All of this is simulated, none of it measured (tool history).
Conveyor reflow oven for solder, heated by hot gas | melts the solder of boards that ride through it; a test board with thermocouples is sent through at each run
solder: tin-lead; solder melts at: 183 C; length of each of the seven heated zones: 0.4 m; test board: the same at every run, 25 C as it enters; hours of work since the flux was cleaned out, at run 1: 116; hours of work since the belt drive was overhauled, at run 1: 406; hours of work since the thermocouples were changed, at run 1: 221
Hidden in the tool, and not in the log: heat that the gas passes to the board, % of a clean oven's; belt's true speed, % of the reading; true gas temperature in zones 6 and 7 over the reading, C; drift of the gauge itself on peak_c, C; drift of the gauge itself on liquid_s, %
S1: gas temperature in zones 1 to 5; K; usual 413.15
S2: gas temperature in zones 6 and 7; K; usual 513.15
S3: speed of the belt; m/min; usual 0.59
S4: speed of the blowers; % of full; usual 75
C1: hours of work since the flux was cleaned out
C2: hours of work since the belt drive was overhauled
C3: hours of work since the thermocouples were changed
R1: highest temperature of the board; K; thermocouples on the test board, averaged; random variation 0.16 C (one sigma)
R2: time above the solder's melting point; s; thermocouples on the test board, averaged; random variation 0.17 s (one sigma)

run,hour,S1,S2,S3,S4,C1,C2,C3,R1,R2
1,0,413.15,513.15,0.59,75,116,406,221,499.25,68.4
2,9.7,413.15,513.15,0.563,75,122,413,227,500.55,72.4
3,21.1,413.15,513.15,0.563,75,130,420,234,500.05,72.5
4,30.2,413.15,513.15,0.563,75,135,426,240,500.45,72.7
5,35.8,413.15,513.15,0.563,75,139,429,244,500.45,72.6
6,44.9,413.15,513.15,0.563,75,145,435,249,500.45,72.8
7,58,413.15,513.15,0.563,75,153,443,258,500.35,72.4
8,71.1,413.15,510.15,0.563,75,161,452,266,497.95,70.7
9,83,413.15,510.15,0.563,75,169,459,274,497.85,70.7
10,96.3,413.15,513.15,0.505,75,177,468,282,503.15,83
11,108.9,414.15,506.15,0.585,75,185,476,290,493.25,65.3
12,115.7,413.15,528.15,0.501,76,190,480,294,517.25,91.1
13,126,423.15,506.15,0.54,63,196,487,301,494.25,75.8
14,131.9,423.15,506.15,0.54,63,200,490,305,494.45,75.8
15,139.7,413.15,521.15,0.498,52,205,495,310,505.95,85.6

Forecast each of these 3 alternatives for the next run:
A,150.6,413.15,513.15,0.508,62,212,502,317,?,?
B,150.6,424.15,521.15,0.498,52,212,502,317,?,?
C,150.6,400.15,512.15,0.498,67,212,502,317,?,?

run,R1,R2
A,500.85,80.6
B,507.75,91.5
C,499.65,76.9
Without the tool's hidden state the same runs would have given:
run,R1,R2
A,500.85,80.6
B,507.75,91.5
C,499.75,76.9
